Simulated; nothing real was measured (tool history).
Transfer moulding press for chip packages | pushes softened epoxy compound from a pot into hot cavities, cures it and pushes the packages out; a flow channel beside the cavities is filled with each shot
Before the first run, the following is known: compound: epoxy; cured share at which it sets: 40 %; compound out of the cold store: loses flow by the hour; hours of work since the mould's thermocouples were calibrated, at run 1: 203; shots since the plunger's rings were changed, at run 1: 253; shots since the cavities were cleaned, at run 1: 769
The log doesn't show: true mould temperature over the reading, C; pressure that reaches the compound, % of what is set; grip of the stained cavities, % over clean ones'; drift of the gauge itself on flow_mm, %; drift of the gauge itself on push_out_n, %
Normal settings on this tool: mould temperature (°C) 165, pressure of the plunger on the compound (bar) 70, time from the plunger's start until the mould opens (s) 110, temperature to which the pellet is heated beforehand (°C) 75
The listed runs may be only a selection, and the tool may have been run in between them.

| run | hour | mould temperature (°C) | pressure of the plunger on the compound (bar) | time from the plunger's start until the mould opens (s) | temperature to which the pellet is heated beforehand (°C) | hours of work since the mould's thermocouples were calibrated | shots since the plunger's rings were changed | shots since the cavities were cleaned | incoming compound's hours out of the cold store | length that the compound runs in the flow channel (mm) | greatest force on the pins that push the packages out (N) |
|---|---|---|---|---|---|---|---|---|---|---|---|
| 1 | 0 | 165 | 70 | 110 | 75 | 203 | 253 | 769 | 44.2 | 828 | 676 |
|  | 33.1 | cavities cleaned with cleaning compound and waxed |
| 2 | 35.6 | 165 | 70 | 110 | 71 | 221 | 546 | 21 | 14.1 | 968 | 553 |
| 3 | 74.7 | 165 | 59.8 | 110 | 75 | 240 | 882 | 357 | 30.1 | 821 | 674 |
| 4 | 120.9 | 165 | 70 | 110 | 75 | 264 | 1280 | 755 | 46.5 | 807 | 670 |
| 5 | 152.2 | 165 | 70 | 110 | 77 | 280 | 1549 | 1024 | 27.7 | 882 | 717 |
|  | 156.8 | cavities cleaned with cleaning compound and waxed |
| 6 | 187.1 | 165 | 70 | 110 | 77 | 297 | 1836 | 261 | 46.7 | 796 | 581 |
| 7 | 218.2 | 165 | 70 | 110 | 75 | 312 | 2104 | 529 | 25.2 | 893 | 668 |
| 8 | 270.1 | 165 | 70 | 110 | 75 | 339 | 2550 | 975 | 25.5 | 888 | 717 |
|  | 278.2 | cavities cleaned with cleaning compound and waxed |
| 9 | 318.7 | 165 | 70 | 110 | 75 | 363 | 2956 | 349 | 42.7 | 808 | 613 |
| 10 | 355 | 165 | 70 | 110 | 75 | 381 | 3267 | 660 | 12.2 | 943 | 704 |
|  | 401.2 | cavities cleaned with cleaning compound and waxed |
| 11 | 405.8 | 165 | 70 | 110 | 75 | 406 | 3692 | 40 | 10.7 | 937 | 557 |
| 12 | 444.3 | 165 | 70 | 110 | 75 | 426 | 4023 | 371 | 23.9 | 867 | 654 |
| 13 | 473.4 | 165 | 70 | 110 | 75 | 440 | 4273 | 621 | 45.5 | 778 | 672 |
| 14 | 512.9 | 165 | 70 | 110 | 75 | 461 | 4613 | 961 | 17.4 | 894 | 755 |
|  | 526 | cavities cleaned with cleaning compound and waxed |
|  | 543 | plunger's sealing rings changed |
| 15 | 552.5 | 165 | 70 | 136 | 71 | 479 | 81 | 206 | 12.4 | 988 | 525 |
| 16 | 596.5 | 167 | 59 | 120 | 84 | 501 | 460 | 585 | 13.8 | 885 | 605 |
| 17 | 618.4 | 167 | 87.8 | 120 | 71 | 512 | 648 | 773 | 10.4 | 1108 | 618 |
| 18 | 642.5 | 165 | 70 | 129 | 79 | 524 | 856 | 981 | 17.5 | 949 | 640 |
|  | 651.6 | cavities cleaned with cleaning compound and waxed |
| 19 | 677.2 | 165 | 70 | 129 | 79 | 541 | 1141 | 220 | 43.9 | 821 | 494 |
| 20 | 727.4 | 165 | 70 | 129 | 79 | 567 | 1572 | 651 | 37.6 | 839 | 588 |
| 21 | 755.3 | 165 | 70 | 110 | 78 | 581 | 1812 | 891 | 28.4 | 882 | 722 |
|  | 774.8 | cavities cleaned with cleaning compound and waxed |
| 22 | 809.2 | 165 | 70 | 115 | 69 | 607 | 2263 | 295 | 22.3 | 914 | 623 |
| 23 | 843.6 | 165 | 70 | 150 | 75 | 625 | 2560 | 592 | 37 | 845 | 538 |
| 24 | 871.5 | 165 | 70 | 150 | 65 | 639 | 2799 | 831 | 47.4 | 779 | 587 |
|  | 898.3 | cavities cleaned with cleaning compound and waxed |
| 25 | 922.9 | 165 | 70 | 150 | 65 | 664 | 3229 | 212 | 10.7 | 942 | 499 |
|  | 938.7 | mould's thermocouples calibrated |
| 26 | 963.7 | 171 | 70 | 110 | 75 | 13 | 3562 | 545 | 8.8 | 933 | 561 |
| 27 | 996.9 | 171 | 70 | 110 | 67 | 30 | 3848 | 831 | 21.2 | 866 | 596 |

The same runs without the tool's hidden state, with the same run-to-run variation:
| run | length that the compound runs in the flow channel (mm) | greatest force on the pins that push the packages out (N) |
|---|---|---|
| 1 | 831 | 485 |
| 2 | 976 | 521 |
| 3 | 831 | 531 |
| 4 | 822 | 482 |
| 5 | 902 | 491 |
| 6 | 818 | 478 |
| 7 | 921 | 498 |
| 8 | 922 | 490 |
| 9 | 844 | 481 |
| 10 | 990 | 500 |
| 11 | 989 | 511 |
| 12 | 919 | 505 |
| 13 | 829 | 488 |
| 14 | 957 | 511 |
| 15 | 985 | 443 |
| 16 | 887 | 449 |
| 17 | 1114 | 441 |
| 18 | 957 | 444 |
| 19 | 831 | 416 |
| 20 | 855 | 431 |
| 21 | 901 | 484 |
| 22 | 940 | 491 |
| 23 | 873 | 408 |
| 24 | 808 | 425 |
| 25 | 982 | 422 |
| 26 | 987 | 431 |
| 27 | 920 | 432 |

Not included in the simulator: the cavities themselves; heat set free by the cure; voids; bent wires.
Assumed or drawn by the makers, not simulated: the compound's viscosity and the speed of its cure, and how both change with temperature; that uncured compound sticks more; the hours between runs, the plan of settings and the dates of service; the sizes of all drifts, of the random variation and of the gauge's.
